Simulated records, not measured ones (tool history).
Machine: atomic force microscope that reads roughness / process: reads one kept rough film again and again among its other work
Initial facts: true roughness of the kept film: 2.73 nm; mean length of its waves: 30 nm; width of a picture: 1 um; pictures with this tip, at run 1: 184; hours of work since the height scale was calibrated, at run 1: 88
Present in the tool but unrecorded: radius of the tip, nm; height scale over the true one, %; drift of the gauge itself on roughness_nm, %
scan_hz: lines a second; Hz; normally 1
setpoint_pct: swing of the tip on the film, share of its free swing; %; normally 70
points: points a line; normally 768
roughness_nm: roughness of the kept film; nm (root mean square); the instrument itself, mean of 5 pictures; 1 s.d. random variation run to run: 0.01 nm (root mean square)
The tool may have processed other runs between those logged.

run   hour  scan_hz  setpoint_pct  points  pictures with this tip  hours of work since the height scale was calibrated  roughness_nm
  1      0        1            70     768                     184                                                   88         2.414
  2   15.1        1            70     768                     205                                                   96           2.4
  3   39.2        1            70     768                     238                                                  107         2.401
  4   57.2        1            70     768                     263                                                  116         2.417
  5   81.9        1            70     768                     297                                                  128         2.406
  6    102        1            70     877                     325                                                  137         2.417
  7  114.1        1            61     768                     341                                                  143         2.458
     118.2  -- new tip fitted
  8  132.4        1            61     385                      20                                                  151         2.447
  9  143.8        1            61     385                      36                                                  157         2.428
 10  160.6        1            61     385                      59                                                  165         2.442
 11  180.9        1            61     385                      87                                                  175         2.437
 12  194.3        1            61     385                     106                                                  181         2.448
 13  218.1        1            70     437                     139                                                  192         2.393
 14    235        1            70     437                     162                                                  200         2.402
 15  257.8        1            70     437                     194                                                  211           2.4
 16  281.6        1            70     437                     227                                                  223         2.412
 17  306.8        1            70     768                     261                                                  235         2.428
 18  331.5        1            66     768                     296                                                  247         2.443
 19  357.8        1            70     758                     332                                                  259         2.416
     367.7  -- new tip fitted
 20  383.9        1            70     768                      22                                                  271          2.41
 21  396.3        1            70     768                      40                                                  277         2.417
 22  422.8        1            70     514                      76                                                  290         2.405
 23  442.9        1            70     514                     104                                                  300         2.405
 24  455.4        1            82     768                     121                                                  306         2.337
 25  467.4        1            82     768                     138                                                  311         2.317
 26  490.1        1            70     372                     169                                                  322         2.402
 27  516.4     3.99            70     654                     206                                                  335         2.164
 28  536.1     3.99            63     705                     233                                                  344          2.27
 29  563.8        1            70     561                     271                                                  357         2.415
 30  583.5     1.68            77     601                     299                                                  367          2.29
 31  609.1        1            59     768                     334                                                  379         2.472
     617.7  -- new tip fitted
 32  635.8     3.05            59     308                      25                                                  392         2.338
 33  654.6     1.63            87     662                      51                                                  401         2.164
 34  667.8        1            60     713                      70                                                  407         2.469
 35  683.3        1            60     713                      91                                                  414         2.477
 36  694.8        1            60     713                     107                                                  420         2.453
 37  706.7     0.75            67     716                     123                                                  425         2.447
 38    722     2.31            70     768                     145                                                  433         2.311
 39  747.5     0.54            65     406                     180                                                  445         2.471
 40  771.2     1.42            65     387                     213                                                  456         2.395
 41  788.4     0.94            86     638                     236                                                  465         2.321
 42  815.1     1.15            86     776                     273                                                  477         2.279
 43  834.7     1.57            69     527                     301                                                  487         2.351
 44  856.6     1.57            69     527                     331                                                  497         2.353
     867.3  -- new tip fitted
 45  881.4        1            86     768                      19                                                  509         2.309
 46  897.5     0.79            70     420                      42                                                  516         2.418

What does the tool deliver on the next run?
 47  910.7     1.03            70     768                      60                                                  523             ?

Run 47 gave roughness_nm 2.396 nm (root mean square).
Minus the tool's unlogged condition, the same run would have read roughness_nm 2.397 nm (root mean square).
